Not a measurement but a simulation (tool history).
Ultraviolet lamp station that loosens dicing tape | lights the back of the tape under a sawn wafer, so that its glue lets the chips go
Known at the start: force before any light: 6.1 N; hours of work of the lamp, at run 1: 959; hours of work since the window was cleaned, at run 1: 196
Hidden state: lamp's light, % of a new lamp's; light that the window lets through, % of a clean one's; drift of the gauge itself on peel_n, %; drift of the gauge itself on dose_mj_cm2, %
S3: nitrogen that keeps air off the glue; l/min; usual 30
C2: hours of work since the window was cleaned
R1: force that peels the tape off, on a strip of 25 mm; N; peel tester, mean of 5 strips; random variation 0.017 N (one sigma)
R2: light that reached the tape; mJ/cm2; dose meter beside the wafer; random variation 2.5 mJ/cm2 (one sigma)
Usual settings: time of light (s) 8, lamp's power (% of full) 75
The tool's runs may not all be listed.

Run 1, hour 0: usual settings; hours of work of the lamp 959; C2 196. Result: R1 1.336 N, R2 215 mJ/cm2.
Run 2, hour 40.8: usual settings but S3 46 l/min; hours of work of the lamp 986; C2 223. Result: R1 1.175 N, R2 212 mJ/cm2.
Run 3, hour 58.8: usual settings; hours of work of the lamp 997; C2 234. Result: R1 1.328 N, R2 214 mJ/cm2.
Run 4, hour 75.6: usual settings but time of light (s) 5; hours of work of the lamp 1008; C2 245. Result: R1 2.388 N, R2 132 mJ/cm2.
Run 5, hour 114.6: usual settings but time of light (s) 5; hours of work of the lamp 1033; C2 270. Result: R1 2.37 N, R2 129 mJ/cm2.
Run 6, hour 133.6: usual settings but time of light (s) 5; hours of work of the lamp 1046; C2 283. Result: R1 2.375 N, R2 128 mJ/cm2.
Run 7, hour 150.4: usual settings but time of light (s) 5; hours of work of the lamp 1056; C2 294. Result: R1 2.344 N, R2 129 mJ/cm2.
Run 8, hour 168.8: usual settings but time of light (s) 5; hours of work of the lamp 1068; C2 305. Result: R1 2.459 N, R2 129 mJ/cm2.
Run 9, hour 199.8: usual settings but time of light (s) 5; hours of work of the lamp 1088; C2 325. Result: R1 2.45 N, R2 125 mJ/cm2.
At hour 213.5: lamp changed.
Run 10, hour 220.8: usual settings but time of light (s) 16; hours of work of the lamp 5; C2 338. Result: R1 0.222 N, R2 543 mJ/cm2.
Run 11, hour 257.4: usual settings; hours of work of the lamp 28; C2 362. Result: R1 0.885 N, R2 271 mJ/cm2.
Run 12, hour 283.8: usual settings but time of light (s) 10; hours of work of the lamp 45; C2 379. Result: R1 0.596 N, R2 337 mJ/cm2.
Run 13, hour 312.2: usual settings but time of light (s) 10; hours of work of the lamp 64; C2 397. Result: R1 0.628 N, R2 331 mJ/cm2.
Run 14, hour 341.1: usual settings but lamp's power (% of full) 73; hours of work of the lamp 82; C2 416. Result: R1 0.939 N, R2 259 mJ/cm2.
Run 15, hour 366.8: usual settings but lamp's power (% of full) 73; hours of work of the lamp 99; C2 433. Result: R1 1.015 N, R2 255 mJ/cm2.
Run 16, hour 396.2: usual settings but lamp's power (% of full) 73; hours of work of the lamp 118; C2 451. Result: R1 1.01 N, R2 248 mJ/cm2.
At hour 415.3: window cleaned of glue's vapour.
Run 17, hour 427.5: usual settings but lamp's power (% of full) 90; hours of work of the lamp 138; C2 8. Result: R1 0.713 N, R2 299 mJ/cm2.
Run 18, hour 450.1: usual settings but lamp's power (% of full) 90; hours of work of the lamp 152; C2 22. Result: R1 0.728 N, R2 294 mJ/cm2.
Run 19, hour 473.1: usual settings but lamp's power (% of full) 90; hours of work of the lamp 167; C2 37. Result: R1 0.768 N, R2 295 mJ/cm2.
Run 20, hour 512.6: usual settings but lamp's power (% of full) 91, S3 35 l/min; hours of work of the lamp 193; C2 63. Result: R1 0.716 N, R2 295 mJ/cm2.
Run 21, hour 552.9: usual settings but lamp's power (% of full) 91, S3 35 l/min; hours of work of the lamp 219; C2 89. Result: R1 0.721 N, R2 291 mJ/cm2.
Run 22, hour 584: usual settings but lamp's power (% of full) 71, S3 35 l/min; hours of work of the lamp 239; C2 109. Result: R1 1.124 N, R2 227 mJ/cm2.
Run 23, hour 616.5: usual settings but time of light (s) 14, lamp's power (% of full) 73, S3 9 l/min; hours of work of the lamp 260; C2 130. Result: R1 0.764 N, R2 404 mJ/cm2.
At hour 632.6: window cleaned of glue's vapour, once more.
Run 24, hour 638.5: usual settings but time of light (s) 14, lamp's power (% of full) 78, S3 36 l/min; hours of work of the lamp 274; C2 4. Result: R1 0.255 N, R2 482 mJ/cm2.
Run 25, hour 657: usual settings but time of light (s) 4, lamp's power (% of full) 97, S3 20 l/min; hours of work of the lamp 286; C2 16. Result: R1 1.979 N, R2 170 mJ/cm2.
Run 26, hour 693.4: usual settings but time of light (s) 11; hours of work of the lamp 309; C2 39. Result: R1 0.526 N, R2 354 mJ/cm2.
Run 27, hour 718.3: usual settings but time of light (s) 11; hours of work of the lamp 325; C2 55. Result: R1 0.536 N, R2 353 mJ/cm2.
Run 28, hour 757.5: usual settings but lamp's power (% of full) 80, S3 24 l/min; hours of work of the lamp 350; C2 81. Result: R1 0.978 N, R2 270 mJ/cm2.
Run 29, hour 798.2: usual settings but lamp's power (% of full) 97, S3 24 l/min; hours of work of the lamp 377; C2 107. Result: R1 0.716 N, R2 329 mJ/cm2.
Run 30, hour 826: usual settings but time of light (s) 10, lamp's power (% of full) 97, S3 24 l/min; hours of work of the lamp 395; C2 125. Result: R1 0.455 N, R2 399 mJ/cm2.
Run 31, hour 863.5: usual settings but time of light (s) 10, lamp's power (% of full) 61, S3 39 l/min; hours of work of the lamp 419; C2 149. Result: R1 0.89 N, R2 249 mJ/cm2.
Run 32, hour 896.8: usual settings but lamp's power (% of full) 95, S3 25 l/min; hours of work of the lamp 440; C2 171. Result: R1 0.739 N, R2 312 mJ/cm2.
Run 33, hour 924: usual settings but time of light (s) 7, lamp's power (% of full) 99; hours of work of the lamp 458; C2 188. Result: R1 0.812 N, R2 284 mJ/cm2.
Run 34, hour 940.5: usual settings but time of light (s) 7, lamp's power (% of full) 99; hours of work of the lamp 468; C2 199. Result: R1 0.846 N, R2 278 mJ/cm2.
Run 35, hour 976.4: usual settings but S3 10 l/min; hours of work of the lamp 492; C2 222. Result: R1 1.662 N, R2 241 mJ/cm2.
Run 36, hour 1001: usual settings but time of light (s) 5, S3 14 l/min; hours of work of the lamp 508; C2 238. Result: R1 2.46 N, R2 148 mJ/cm2.

Measured less the same run without the tool's hidden state. The same run-to-run variation is in both; the gauge's scatter may not be:
run      R1   R2
  1  +0.512  -74
  2  +0.489  -76
  3   +0.53  -77
  4  +0.694  -49
  5  +0.709  -49
  6  +0.717  -51
  7  +0.712  -52
  8  +0.756  -52
  9  +0.769  -53
 10   +0.02  -31
 11  +0.096  -18
 12  +0.081  -24
 13  +0.092  -27
 14   +0.13  -23
 15  +0.149  -24
 16  +0.161  -26
 17  +0.178  -47
 18   +0.19  -48
 19  +0.203  -50
 20  +0.204  -54
 21  +0.213  -56
 22  +0.304  -46
 23   +0.24  -86
 24   +0.04  -44
 25  +0.195  -17
 26  +0.099  -38
 27  +0.108  -40
 28  +0.183  -33
 29  +0.161  -44
 30  +0.111  -58
 31  +0.208  -39
 32   +0.19  -51
 33  +0.213  -49
 34  +0.225  -50
 35  +0.346  -45
 36  +0.387  -29
